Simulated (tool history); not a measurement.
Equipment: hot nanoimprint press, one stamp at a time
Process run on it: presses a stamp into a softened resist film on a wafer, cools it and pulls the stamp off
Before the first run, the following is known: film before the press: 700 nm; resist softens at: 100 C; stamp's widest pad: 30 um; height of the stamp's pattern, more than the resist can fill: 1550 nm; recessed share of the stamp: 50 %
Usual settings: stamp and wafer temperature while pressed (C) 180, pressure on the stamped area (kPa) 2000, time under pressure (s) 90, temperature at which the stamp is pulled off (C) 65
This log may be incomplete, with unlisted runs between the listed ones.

| run | hour | stamp and wafer temperature while pressed (C) | pressure on the stamped area (kPa) | time under pressure (s) | temperature at which the stamp is pulled off (C) | resist left under the stamp's widest pad (Å) | greatest force while the stamp is pulled off (N) |
|---|---|---|---|---|---|---|---|
| 1 | 0.0 | 180 | 2000 | 90 | 65 | 2714 | 222 |
| 2 | 76.9 | 180 | 2000 | 90 | 65 | 2713 | 229 |
| 3 | 151.4 | 180 | 2000 | 90 | 65 | 2701 | 241 |
| 4 | 218.7 | 180 | 2000 | 90 | 65 | 2684 | 263 |
| 5 | 275.9 | 180 | 2000 | 90 | 65 | 2664 | 251 |
| 6 | 362.7 | 180 | 2000 | 90 | 65 | 2655 | 268 |
| 7 | 447.9 | 180 | 2000 | 90 | 65 | 2639 | 284 |
| 8 | 516.9 | 180 | 2000 | 90 | 65 | 2743 | 304 |
| 9 | 587.9 | 180 | 2000 | 75 | 65 | 2916 | 329 |
| 10 | 667.1 | 180 | 2000 | 75 | 65 | 2886 | 230 |
| 11 | 716.6 | 180 | 2830 | 96 | 65 | 2159 | 241 |
| 12 | 782.2 | 180 | 1370 | 90 | 66 | 3292 | 240 |
| 13 | 870.0 | 180 | 1330 | 90 | 55 | 3342 | 317 |
| 14 | 924.4 | 180 | 1330 | 90 | 55 | 3316 | 324 |
| 15 | 998.1 | 180 | 1330 | 90 | 55 | 3292 | 342 |

The log once held 3 entries between its listed runs, left out of this copy. Where does each go, and what is different about the tool's unlogged condition between the listed run before it and the listed run after it?
Between runs 7 and 8: plate thermocouple calibrated (hour 513.0)
  true temperature over the reading, C: 1.46 -> 0.09; pressure that arrives at the usual setting, %: 99.23 -> 99.1; grip of the stamp's worn release coat, % over a new coat's: 30.7 -> 35.5
  measured result minus the result with no hidden state, resist left under the stamp's widest pad (Å): -98 -> +7; greatest force while the stamp is pulled off (N): +58 -> +79
Between runs 9 and 10: stamp cleaned and given a new release coat (hour 621.2)
  true temperature over the reading, C: 0.33 -> 0.56; pressure that arrives at the usual setting, %: 98.96 -> 98.81; grip of the stamp's worn release coat, % over a new coat's: 40.8 -> 3
  measured result minus the result with no hidden state, resist left under the stamp's widest pad (Å): -9 -> -25; greatest force while the stamp is pulled off (N): +94 -> +3
Between runs 11 and 12: press's hydraulic seals changed and the load cell set to zero (hour 739.4)
  true temperature over the reading, C: 0.71 -> 0.88; pressure that arrives at the usual setting, %: 98.71 -> 99.46; grip of the stamp's worn release coat, % over a new coat's: 6.2 -> 10
  measured result minus the result with no hidden state, resist left under the stamp's widest pad (Å): -21 -> -71; greatest force while the stamp is pulled off (N): +10 -> +17
